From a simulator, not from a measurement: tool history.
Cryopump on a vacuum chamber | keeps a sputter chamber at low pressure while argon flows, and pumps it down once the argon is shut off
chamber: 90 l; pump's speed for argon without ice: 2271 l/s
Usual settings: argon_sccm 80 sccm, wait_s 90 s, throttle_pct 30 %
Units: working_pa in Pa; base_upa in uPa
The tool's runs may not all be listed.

{"run": 1, "day": 0.0, "argon_sccm": 80, "wait_s": 90, "throttle_pct": 30, "working_pa": 0.2071, "base_upa": 1.74}
{"run": 2, "day": 1.317, "argon_sccm": 80, "wait_s": 90, "throttle_pct": 30, "working_pa": 0.2098, "base_upa": 1.78}
{"run": 3, "day": 2.546, "argon_sccm": 80, "wait_s": 123, "throttle_pct": 30, "working_pa": 0.2089, "base_upa": 1.66}
{"run": 4, "day": 4.688, "argon_sccm": 80, "wait_s": 123, "throttle_pct": 30, "working_pa": 0.2114, "base_upa": 1.72}
{"run": 5, "day": 7.242, "argon_sccm": 80, "wait_s": 123, "throttle_pct": 30, "working_pa": 0.2162, "base_upa": 1.86}
{"run": 6, "day": 8.408, "argon_sccm": 44, "wait_s": 90, "throttle_pct": 30, "working_pa": 0.1186, "base_upa": 1.91}
{"run": 7, "day": 10.662, "argon_sccm": 80, "wait_s": 90, "throttle_pct": 30, "working_pa": 0.2165, "base_upa": 2.03}
{"run": 8, "day": 13.396, "argon_sccm": 80, "wait_s": 90, "throttle_pct": 30, "working_pa": 0.2209, "base_upa": 2.08}
{"run": 9, "day": 15.383, "argon_sccm": 80, "wait_s": 90, "throttle_pct": 30, "working_pa": 0.2234, "base_upa": 2.18}
{"day": 16.312, "done": "pump warmed up, emptied and cooled again"}
{"run": 10, "day": 17.642, "argon_sccm": 80, "wait_s": 90, "throttle_pct": 28, "working_pa": 0.2114, "base_upa": 1.7}
{"day": 19.254, "done": "leaking fittings of the chamber tightened, without venting"}
{"run": 11, "day": 19.792, "argon_sccm": 80, "wait_s": 90, "throttle_pct": 30, "working_pa": 0.1992, "base_upa": 0.48}
{"run": 12, "day": 22.142, "argon_sccm": 80, "wait_s": 90, "throttle_pct": 30, "working_pa": 0.2031, "base_upa": 0.45}
{"run": 13, "day": 24.754, "argon_sccm": 80, "wait_s": 90, "throttle_pct": 27, "working_pa": 0.2252, "base_upa": 0.53}
{"run": 14, "day": 27.417, "argon_sccm": 80, "wait_s": 90, "throttle_pct": 17, "working_pa": 0.358, "base_upa": 0.6}
{"run": 15, "day": 28.633, "argon_sccm": 80, "wait_s": 90, "throttle_pct": 17, "working_pa": 0.3597, "base_upa": 0.54}
{"run": 16, "day": 30.508, "argon_sccm": 96, "wait_s": 263, "throttle_pct": 46, "working_pa": 0.1668, "base_upa": 0.34}
{"run": 17, "day": 32.604, "argon_sccm": 96, "wait_s": 263, "throttle_pct": 46, "working_pa": 0.1713, "base_upa": 0.38}
{"run": 18, "day": 35.233, "argon_sccm": 119, "wait_s": 178, "throttle_pct": 30, "working_pa": 0.3154, "base_upa": 0.45}
{"run": 19, "day": 37.675, "argon_sccm": 80, "wait_s": 54, "throttle_pct": 21, "working_pa": 0.3029, "base_upa": 0.89}
{"run": 20, "day": 39.521, "argon_sccm": 101, "wait_s": 90, "throttle_pct": 30, "working_pa": 0.2741, "base_upa": 0.72}
{"run": 21, "day": 41.454, "argon_sccm": 101, "wait_s": 90, "throttle_pct": 15, "working_pa": 0.5269, "base_upa": 0.71}
{"run": 22, "day": 43.6, "argon_sccm": 108, "wait_s": 157, "throttle_pct": 18, "working_pa": 0.4792, "base_upa": 0.58}
{"day": 45.521, "done": "pump warmed up, emptied and cooled again"}
{"run": 23, "day": 46.383, "argon_sccm": 108, "wait_s": 157, "throttle_pct": 18, "working_pa": 0.4486, "base_upa": 0.51}
{"run": 24, "day": 48.2, "argon_sccm": 158, "wait_s": 157, "throttle_pct": 18, "working_pa": 0.6541, "base_upa": 0.53}
{"run": 25, "day": 49.367, "argon_sccm": 158, "wait_s": 157, "throttle_pct": 18, "working_pa": 0.6593, "base_upa": 0.55}
{"run": 26, "day": 51.733, "argon_sccm": 68, "wait_s": 47, "throttle_pct": 59, "working_pa": 0.0898, "base_upa": 1.03}
{"run": 27, "day": 53.538, "argon_sccm": 79, "wait_s": 28, "throttle_pct": 24, "working_pa": 0.2512, "base_upa": 1.49}
{"run": 28, "day": 55.158, "argon_sccm": 79, "wait_s": 28, "throttle_pct": 24, "working_pa": 0.2526, "base_upa": 1.53}
{"run": 29, "day": 57.525, "argon_sccm": 41, "wait_s": 101, "throttle_pct": 19, "working_pa": 0.1655, "base_upa": 0.71}
{"run": 30, "day": 59.129, "argon_sccm": 41, "wait_s": 101, "throttle_pct": 19, "working_pa": 0.1678, "base_upa": 0.75}

The same runs without the tool's hidden state, with the same run-to-run variation:
The hidden state here: pump's speed, % of a pump's without ice; cold plate's temperature, K; leak into the chamber, uPa l/s; drift of the gauge itself on working_pa, %; drift of the gauge itself on base_upa, %.
run=1 working_pa=0.1974 base_upa=0.47
run=2 working_pa=0.1988 base_upa=0.48
run=3 working_pa=0.197 base_upa=0.35
run=4 working_pa=0.1976 base_upa=0.37
run=5 working_pa=0.1999 base_upa=0.38
run=6 working_pa=0.1091 base_upa=0.46
run=7 working_pa=0.1968 base_upa=0.5
run=8 working_pa=0.1983 base_upa=0.48
run=9 working_pa=0.1985 base_upa=0.49
run=10 working_pa=0.21 base_upa=0.49
run=11 working_pa=0.1965 base_upa=0.46
run=12 working_pa=0.1989 base_upa=0.42
run=13 working_pa=0.2192 base_upa=0.47
run=14 working_pa=0.3501 base_upa=0.51
run=15 working_pa=0.3508 base_upa=0.45
run=16 working_pa=0.1544 base_upa=0.22
run=17 working_pa=0.1568 base_upa=0.24
run=18 working_pa=0.2944 base_upa=0.29
run=19 working_pa=0.2863 base_upa=0.7
run=20 working_pa=0.2511 base_upa=0.49
run=21 working_pa=0.5017 base_upa=0.46
run=22 working_pa=0.4492 base_upa=0.31
run=23 working_pa=0.4466 base_upa=0.32
run=24 working_pa=0.6491 base_upa=0.33
run=25 working_pa=0.6528 base_upa=0.33
run=26 working_pa=0.0856 base_upa=0.79
run=27 working_pa=0.2451 base_upa=1.22
run=28 working_pa=0.2454 base_upa=1.24
run=29 working_pa=0.1608 base_upa=0.41
run=30 working_pa=0.1623 base_upa=0.42
